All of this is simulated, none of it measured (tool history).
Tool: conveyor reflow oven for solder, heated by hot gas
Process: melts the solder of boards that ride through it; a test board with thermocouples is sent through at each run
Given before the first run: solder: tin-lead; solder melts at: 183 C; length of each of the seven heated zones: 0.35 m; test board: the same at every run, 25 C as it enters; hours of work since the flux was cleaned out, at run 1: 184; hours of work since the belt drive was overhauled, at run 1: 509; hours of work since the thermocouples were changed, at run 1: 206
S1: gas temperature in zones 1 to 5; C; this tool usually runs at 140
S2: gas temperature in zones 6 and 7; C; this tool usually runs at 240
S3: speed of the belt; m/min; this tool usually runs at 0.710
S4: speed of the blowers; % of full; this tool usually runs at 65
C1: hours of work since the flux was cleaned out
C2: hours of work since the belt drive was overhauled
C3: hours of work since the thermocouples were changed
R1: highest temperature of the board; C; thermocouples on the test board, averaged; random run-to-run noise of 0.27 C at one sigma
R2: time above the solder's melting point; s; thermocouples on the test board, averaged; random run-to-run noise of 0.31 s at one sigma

run,day,S1,S2,S3,S4,C1,C2,C3,R1,R2
1,0.000,140,240,0.710,65,184,509,206,219.5,45.4
2,0.771,140,240,0.766,65,197,522,220,216.1,40.0
3,1.604,140,240,0.766,65,212,537,235,216.6,40.6
4,2.188,140,240,0.766,65,222,547,245,216.4,40.5
5,3.233,140,240,0.710,65,241,565,263,219.2,45.3
6,4.362,140,240,0.710,65,260,585,283,219.4,45.5
7,5.154,150,240,0.710,65,274,599,297,221.4,49.9
8,6.238,150,240,0.710,65,293,618,316,221.4,49.6
# day 7.262: flux residue cleaned out of gas plates and filters
9,7.746,140,240,0.845,65,8,641,338,212.9,33.8
10,8.621,140,240,0.621,65,24,656,354,224.0,55.1
11,9.917,140,240,0.847,65,46,679,376,212.5,33.2
12,11.242,140,241,0.710,65,70,702,400,220.2,46.1
13,11.804,140,240,0.710,65,80,712,410,220.0,44.9
14,12.762,140,240,0.710,65,96,729,426,219.6,45.3
15,13.971,140,240,0.710,65,118,750,448,219.4,46.0
16,14.729,140,240,0.710,65,131,763,461,219.5,46.4
17,16.067,145,245,0.710,65,154,786,484,224.8,50.0
18,17.171,155,231,0.757,65,174,806,504,213.0,43.4
19,17.708,126,240,0.768,65,183,815,513,212.8,35.0
20,18.396,126,240,0.768,65,195,827,525,213.4,34.5
21,19.125,142,243,0.655,65,208,840,538,225.5,53.9
22,19.892,140,252,0.710,65,221,853,551,229.7,51.2
23,20.821,151,240,0.787,65,238,870,568,217.7,43.4
24,22.067,150,236,0.666,65,259,892,589,220.3,52.6
# day 23.158: thermocouples of zones 6 and 7 changed
25,23.333,140,254,0.710,83,280,912,3,236.7,53.5
26,24.158,140,236,0.781,65,295,927,18,212.4,36.9
# day 25.042: flux residue cleaned out of gas plates and filters
27,25.525,140,236,0.781,85,9,947,38,218.4,40.9
28,26.075,139,240,0.600,87,18,957,47,229.5,60.7
29,27.300,139,244,0.600,87,40,978,69,233.1,62.5
30,28.375,144,240,0.710,59,58,997,88,218.5,46.0

Each row is a separate what-if for the run after 30, all from the same tool condition, not one after another. Results?
A,29.604,134,246,0.710,66,80,1018,109,?,?
B,29.604,133,251,0.710,65,80,1018,109,?,?
C,29.604,140,245,0.710,52,80,1018,109,?,?
D,29.604,140,240,0.611,65,80,1018,109,?,?
E,29.604,155,240,0.710,59,80,1018,109,?,?

run,R1,R2
A,223.5,46.5
B,227.2,48.0
C,218.8,44.7
D,225.1,56.7
E,221.0,51.0
Had the tool no hidden state, the same runs would have come out as:
run,R1,R2
A,223.5,46.5
B,227.2,47.9
C,218.8,44.6
D,225.0,56.6
E,221.0,51.0
